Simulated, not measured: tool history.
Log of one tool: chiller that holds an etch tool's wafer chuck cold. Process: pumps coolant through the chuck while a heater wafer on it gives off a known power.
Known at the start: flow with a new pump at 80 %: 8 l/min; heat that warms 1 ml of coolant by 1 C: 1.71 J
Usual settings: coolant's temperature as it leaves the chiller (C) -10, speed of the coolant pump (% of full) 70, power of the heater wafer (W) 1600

| run | hour | coolant's temperature as it leaves the chiller (C) | speed of the coolant pump (% of full) | power of the heater wafer (W) | chuck's temperature once it has settled (C) | how much warmer the coolant comes back (C) |
|---|---|---|---|---|---|---|
| 1 | 0.0 | -10 | 70 | 1600 | 13.9 | 8.25 |
| 2 | 199.3 | -10 | 70 | 1600 | 14.2 | 8.28 |
| 3 | 322.0 | -10 | 70 | 1600 | 14.1 | 8.29 |
| 4 | 423.8 | -18 | 70 | 1600 | 6.3 | 8.26 |
| 5 | 573.5 | -10 | 84 | 1600 | 11.1 | 6.96 |
| 6 | 676.6 | -10 | 84 | 1600 | 11.3 | 6.94 |
| 7 | 873.5 | -10 | 70 | 1600 | 14.7 | 8.41 |
| 8 | 1027.9 | -10 | 70 | 1600 | 14.9 | 8.39 |
| 9 | 1240.3 | -10 | 70 | 1600 | 15.0 | 8.44 |
| 10 | 1367.3 | -10 | 70 | 1600 | 15.2 | 8.46 |
| 11 | 1485.0 | -10 | 70 | 1600 | 15.6 | 8.58 |
| 12 | 1590.1 | -10 | 70 | 1600 | 15.4 | 8.59 |
| 13 | 1797.4 | -10 | 72 | 1600 | 15.0 | 8.39 |
| 14 | 1964.1 | -10 | 72 | 1600 | 15.2 | 8.37 |
| 15 | 2152.4 | -10 | 72 | 1600 | 15.3 | 8.48 |
| 16 | 2263.5 | -10 | 72 | 1600 | 15.3 | 8.52 |
| 17 | 2454.5 | -14 | 72 | 916 | 0.5 | 4.79 |
| 18 | 2548.9 | -14 | 72 | 916 | 0.5 | 4.86 |
| 19 | 2653.1 | -19 | 69 | 1318 | 3.0 | 7.35 |
| 20 | 2802.0 | -19 | 69 | 1318 | 3.2 | 7.30 |
| 21 | 2891.0 | -15 | 91 | 1180 | 0.8 | 4.96 |
| 22 | 3091.1 | -15 | 91 | 1180 | 0.8 | 4.94 |
| 23 | 3184.2 | -18 | 91 | 2111 | 10.6 | 9.00 |
|  | 3340.4 | coolant changed, channels flushed |
| 24 | 3361.9 | -18 | 91 | 2362 | 10.9 | 10.10 |
| 25 | 3551.6 | -18 | 91 | 2362 | 11.0 | 10.09 |
| 26 | 3704.5 | -10 | 91 | 937 | 1.6 | 4.08 |
| 27 | 3857.0 | -10 | 91 | 937 | 1.4 | 4.09 |
| 28 | 4021.9 | -7 | 70 | 1524 | 16.6 | 8.61 |
| 29 | 4152.9 | -18 | 67 | 1620 | 8.1 | 9.64 |
|  | 4275.0 | chiller's thermometer calibrated |
| 30 | 4322.3 | -13 | 67 | 1585 | 13.0 | 9.40 |
| 31 | 4454.7 | -13 | 67 | 1585 | 13.2 | 9.48 |

Forecast each of these 5 alternatives for the next run:
| A | 4579.2 | -6 | 82 | 1371 | ? | ? |
| B | 4579.2 | -11 | 91 | 1505 | ? | ? |
| C | 4579.2 | -10 | 67 | 1585 | ? | ? |
| D | 4579.2 | -1 | 67 | 1203 | ? | ? |
| E | 4579.2 | -13 | 67 | 2224 | ? | ? |

| run | chuck's temperature once it has settled (C) | how much warmer the coolant comes back (C) |
|---|---|---|
| A | 13.2 | 6.76 |
| B | 8.4 | 6.54 |
| C | 16.4 | 9.48 |
| D | 18.9 | 7.20 |
| E | 23.8 | 13.39 |
Without the tool's hidden state the same runs would have given:
| run | chuck's temperature once it has settled (C) | how much warmer the coolant comes back (C) |
|---|---|---|
| A | 10.9 | 5.94 |
| B | 6.1 | 5.73 |
| C | 13.2 | 8.31 |
| D | 16.5 | 6.31 |
| E | 19.3 | 11.75 |
